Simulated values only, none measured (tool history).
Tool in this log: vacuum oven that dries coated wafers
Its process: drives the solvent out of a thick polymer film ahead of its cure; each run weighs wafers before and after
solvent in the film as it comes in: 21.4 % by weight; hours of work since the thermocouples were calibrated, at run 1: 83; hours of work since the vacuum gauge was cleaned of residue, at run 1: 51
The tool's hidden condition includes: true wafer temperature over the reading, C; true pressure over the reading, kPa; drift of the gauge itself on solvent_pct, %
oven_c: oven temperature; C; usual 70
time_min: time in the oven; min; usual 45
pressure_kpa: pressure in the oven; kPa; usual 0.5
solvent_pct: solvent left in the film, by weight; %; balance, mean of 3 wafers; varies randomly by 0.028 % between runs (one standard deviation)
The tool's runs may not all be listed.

run	hour	oven_c	time_min	pressure_kpa	hours of work since the thermocouples were calibrated	hours of work since the vacuum gauge was cleaned of residue	solvent_pct
1	0	70	45	0.5	83	51	1.03
2	21.7	70	45	0.5	100	67	0.94
3	39.1	70	45	0.5	113	81	1.02
4	67.9	70	45	0.5	135	103	1
5	82.9	70	45	0.5	147	115	0.96
6	107.9	70	45	0.5	166	134	0.98
7	128.1	70	45	0.5	182	149	1.02
8	158.4	70	45	0.5	205	173	0.98
9	184.5	76	45	0.5	225	193	0.49
10	202	76	45	0.5	238	206	0.48
11	229.3	76	45	0.5	259	227	0.55
12	256.1	63	45	0.5	280	248	2.16
13	281.8	65	45	0.5	300	267	1.86
14	295.8	65	45	0.5	310	278	1.79
15	311.3	65	45	0.5	322	290	1.8
16	325.7	65	45	0.5	333	301	1.79
17	356	70	45	0.5	357	324	1.02
18	370.3	70	45	0.5	368	335	0.98
19	399.1	70	45	0.5	390	357	1.02
20	421.6	70	45	0.561	407	375	1.05
21	448	70	45	0.5	427	395	0.94
22	464.3	77	41	0.278	440	408	0.39
23	490.9	66	45	0.323	460	428	1.44
24	507.5	70	23	1.873	473	441	4.37
25	531.8	61	45	0.5	492	459	2.75
26	554.7	61	74	1.421	509	477	2.38
27	576.9	60	45	0.537	526	494	3.09
28	595.8	80	45	0.357	541	509	0.29
29	609.5	72	22	0.346	551	519	2.87
30	630.9	72	22	0.346	568	535	2.92
31	653	56	29	0.67	585	552	7.09
32	672.9	76	24	0.318	600	568	1.54
33	693.4	75	23	1.674	616	583	2.81
34	715.4	70	26	0.5	633	600	2.75
35	732.8	70	26	0.5	646	614	2.77
36	755.7	59	27	0.555	664	631	6.16
37	780.3	80	41	1.968	683	650	1.21
38	799.8	80	41	1.968	697	665	1.2
39	813.4	70	73	0.355	708	676	0.44
40	832.8	70	73	0.355	723	691	0.43
41	857.3	70	73	0.355	742	709	0.43

Had the tool no unlogged condition, and each run kept its random variation, what would the results have been?
run	solvent_pct
1	1.02
2	0.93
3	1.01
4	0.99
5	0.94
6	0.96
7	1
8	0.96
9	0.47
10	0.46
11	0.53
12	2.14
13	1.83
14	1.77
15	1.78
16	1.77
17	0.99
18	0.95
19	0.99
20	1.02
21	0.91
22	0.36
23	1.41
24	4.4
25	2.73
26	2.33
27	3.07
28	0.25
29	2.89
30	2.94
31	7.11
32	1.54
33	2.83
34	2.77
35	2.79
36	6.2
37	1.18
38	1.17
39	0.35
40	0.35
41	0.34

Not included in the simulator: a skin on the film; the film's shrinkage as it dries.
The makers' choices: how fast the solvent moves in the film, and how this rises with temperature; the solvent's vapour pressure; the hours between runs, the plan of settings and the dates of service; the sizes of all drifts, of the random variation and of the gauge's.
